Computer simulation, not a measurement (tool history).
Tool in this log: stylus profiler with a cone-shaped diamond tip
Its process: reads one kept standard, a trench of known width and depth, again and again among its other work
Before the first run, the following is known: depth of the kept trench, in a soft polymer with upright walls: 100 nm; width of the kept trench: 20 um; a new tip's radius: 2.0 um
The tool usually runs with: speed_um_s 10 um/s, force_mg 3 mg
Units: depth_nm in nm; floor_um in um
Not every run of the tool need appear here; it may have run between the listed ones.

run 1 day=0 | speed_um_s=10 force_mg=3 | depth_nm=100.82 floor_um=18.59
run 2 day=0.604 | speed_um_s=5 force_mg=3 | depth_nm=100.73 floor_um=18.6
run 3 day=1.204 | speed_um_s=5 force_mg=3 | depth_nm=100.8 floor_um=18.57
run 4 day=1.758 | speed_um_s=5 force_mg=3 | depth_nm=100.74 floor_um=18.59
run 5 day=2.35 | speed_um_s=5 force_mg=3 | depth_nm=100.74 floor_um=18.62
run 6 day=2.75 | speed_um_s=10 force_mg=3 | depth_nm=100.78 floor_um=18.58
run 7 day=3.146 | speed_um_s=10 force_mg=3 | depth_nm=100.74 floor_um=18.6
run 8 day=3.596 | speed_um_s=10 force_mg=3 | depth_nm=100.73 floor_um=18.6
run 9 day=3.938 | speed_um_s=10 force_mg=3 | depth_nm=100.71 floor_um=18.58
run 10 day=4.458 | speed_um_s=10 force_mg=3 | depth_nm=100.79 floor_um=18.59
run 11 day=5.029 | speed_um_s=10 force_mg=3 | depth_nm=100.73 floor_um=18.58
run 12 day=5.646 | speed_um_s=6 force_mg=3 | depth_nm=100.75 floor_um=18.57
run 13 day=6.017 | speed_um_s=6 force_mg=3 | depth_nm=100.65 floor_um=18.57
run 14 day=6.583 | speed_um_s=10 force_mg=3 | depth_nm=100.72 floor_um=18.54
run 15 day=7.129 | speed_um_s=10 force_mg=3 | depth_nm=100.74 floor_um=18.55
run 16 day=7.408 | speed_um_s=10 force_mg=3 | depth_nm=100.72 floor_um=18.48
run 17 day=8.058 | speed_um_s=10 force_mg=3 | depth_nm=100.67 floor_um=18.5
run 18 day=8.696 | speed_um_s=6 force_mg=3 | depth_nm=100.71 floor_um=18.53
run 19 day=9.067 | speed_um_s=10 force_mg=8.42 | depth_nm=101.61 floor_um=18.5
run 20 day=9.546 | speed_um_s=10 force_mg=8.42 | depth_nm=101.62 floor_um=18.55
run 21 day=10.092 | speed_um_s=10 force_mg=8.42 | depth_nm=101.61 floor_um=18.59
run 22 day=10.542 | speed_um_s=10 force_mg=8.42 | depth_nm=101.64 floor_um=18.57
run 23 day=11 | speed_um_s=9 force_mg=8.42 | depth_nm=101.68 floor_um=18.57
run 24 day=11.354 | speed_um_s=9 force_mg=8.42 | depth_nm=101.58 floor_um=18.55
run 25 day=11.625 | speed_um_s=9 force_mg=8.42 | depth_nm=101.58 floor_um=18.57
run 26 day=11.996 | speed_um_s=7 force_mg=2.41 | depth_nm=100.57 floor_um=18.5
run 27 day=12.525 | speed_um_s=2 force_mg=1.27 | depth_nm=100.34 floor_um=18.54
run 28 day=12.908 | speed_um_s=3 force_mg=3 | depth_nm=100.66 floor_um=18.51
run 29 day=13.329 | speed_um_s=16 force_mg=1.27 | depth_nm=100.29 floor_um=18.44
run 30 day=13.904 | speed_um_s=9 force_mg=2.92 | depth_nm=100.67 floor_um=18.5
run 31 day=14.267 | speed_um_s=22 force_mg=1.18 | depth_nm=100.28 floor_um=18.4
run 32 day=14.883 | speed_um_s=2 force_mg=6.42 | depth_nm=101.24 floor_um=18.53
run 33 day=15.383 | speed_um_s=2 force_mg=6.42 | depth_nm=101.26 floor_um=18.56
run 34 day=15.904 | speed_um_s=12 force_mg=1.16 | depth_nm=100.33 floor_um=18.42
run 35 day=16.267 | speed_um_s=4 force_mg=2.94 | depth_nm=100.64 floor_um=18.53
run 36 day=16.558 | speed_um_s=4 force_mg=2.94 | depth_nm=100.73 floor_um=18.54
run 37 day=17.042 | speed_um_s=2 force_mg=4.86 | depth_nm=100.93 floor_um=18.53
run 38 day=17.408 | speed_um_s=10 force_mg=1.76 | depth_nm=100.41 floor_um=18.45
run 39 day=17.938 | speed_um_s=10 force_mg=6.74 | depth_nm=101.32 floor_um=18.51
run 40 day=18.262 | speed_um_s=4 force_mg=7.55 | depth_nm=101.4 floor_um=18.47
run 41 day=18.612 | speed_um_s=11 force_mg=1.32 | depth_nm=100.33 floor_um=18.48
run 42 day=19.096 | speed_um_s=19 force_mg=8.5 | depth_nm=101.61 floor_um=18.47
run 43 day=19.525 | speed_um_s=11 force_mg=2.29 | depth_nm=100.62 floor_um=18.45
run 44 day=19.838 | speed_um_s=4 force_mg=6.38 | depth_nm=101.29 floor_um=18.49
run 45 day=20.462 | speed_um_s=10 force_mg=2.83 | depth_nm=100.59 floor_um=18.47
run 46 day=21.046 | speed_um_s=4 force_mg=2.58 | depth_nm=100.56 floor_um=18.45

Forecast each of these 4 alternatives for the next run:
run A day=21.496 | speed_um_s=37 force_mg=6.37 | depth_nm=? floor_um=?
run B day=21.496 | speed_um_s=25 force_mg=2.37 | depth_nm=? floor_um=?
run C day=21.496 | speed_um_s=15 force_mg=2.17 | depth_nm=? floor_um=?
run D day=21.496 | speed_um_s=19 force_mg=1.07 | depth_nm=? floor_um=?

run=A depth_nm=101.24 floor_um=18.37
run=B depth_nm=100.53 floor_um=18.35
run=C depth_nm=100.47 floor_um=18.44
run=D depth_nm=100.28 floor_um=18.33
With no hidden state in the tool, these same runs would have given:
run=A depth_nm=101.49 floor_um=18.62
run=B depth_nm=100.77 floor_um=18.6
run=C depth_nm=100.72 floor_um=18.69
run=D depth_nm=100.53 floor_um=18.58

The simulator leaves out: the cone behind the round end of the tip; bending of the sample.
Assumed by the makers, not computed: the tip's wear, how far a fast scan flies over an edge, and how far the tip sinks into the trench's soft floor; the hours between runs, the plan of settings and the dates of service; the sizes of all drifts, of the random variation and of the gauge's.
